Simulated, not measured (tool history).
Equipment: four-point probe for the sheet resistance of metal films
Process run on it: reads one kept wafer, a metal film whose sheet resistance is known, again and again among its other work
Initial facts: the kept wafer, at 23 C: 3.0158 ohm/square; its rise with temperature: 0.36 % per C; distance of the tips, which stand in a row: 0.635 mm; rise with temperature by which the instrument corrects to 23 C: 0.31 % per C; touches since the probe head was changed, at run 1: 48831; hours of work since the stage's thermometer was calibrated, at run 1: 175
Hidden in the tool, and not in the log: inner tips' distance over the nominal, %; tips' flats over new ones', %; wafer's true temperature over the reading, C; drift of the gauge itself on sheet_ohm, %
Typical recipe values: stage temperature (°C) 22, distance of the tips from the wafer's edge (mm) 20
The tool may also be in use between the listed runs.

| run | hour | stage temperature (°C) | distance of the tips from the wafer's edge (mm) | touches since the probe head was changed | hours of work since the stage's thermometer was calibrated | sheet resistance as the instrument gives it (ohm/square) |
|---|---|---|---|---|---|---|
| 1 | 0.0 | 22 | 20 | 48831 | 175 | 3.029054 |
| 2 | 49.8 | 22 | 20 | 51184 | 202 | 3.028988 |
| 3 | 106.5 | 22 | 18 | 53861 | 234 | 3.031424 |
| 4 | 220.0 | 22 | 7 | 59228 | 296 | 3.043959 |
| 5 | 312.1 | 22 | 7 | 63579 | 347 | 3.044807 |
| 6 | 366.5 | 24 | 7 | 66149 | 377 | 3.047481 |
| 7 | 459.8 | 24 | 7 | 70560 | 429 | 3.049516 |
| 8 | 519.2 | 22 | 4 | 73366 | 461 | 3.076133 |
| 9 | 622.9 | 34 | 3 | 78270 | 519 | 3.121023 |
| 10 | 689.1 | 32 | 65 | 81398 | 555 | 3.049016 |
| 11 | 756.3 | 34 | 49 | 84573 | 592 | 3.051968 |
| 12 | 819.9 | 22 | 18 | 87579 | 627 | 3.039992 |
| 13 | 915.6 | 22 | 18 | 92101 | 680 | 3.040450 |
| 14 | 1006.2 | 27 | 6 | 96382 | 730 | 3.064136 |

Below are 3 alternative next runs, each starting from the tool's condition after run 14. Predict each:
| A | 1059.9 | 27 | 55 | 98919 | 760 | ? |
| B | 1059.9 | 22 | 18 | 98919 | 760 | ? |
| C | 1059.9 | 34 | 32 | 98919 | 760 | ? |

| run | sheet resistance as the instrument gives it (ohm/square) |
|---|---|
| A | 3.045986 |
| B | 3.041768 |
| C | 3.056040 |
Stripped of hidden state, with their random variation kept, the same runs would have yielded:
| run | sheet resistance as the instrument gives it (ohm/square) |
|---|---|
| A | 3.020364 |
| B | 3.016168 |
| C | 3.030353 |
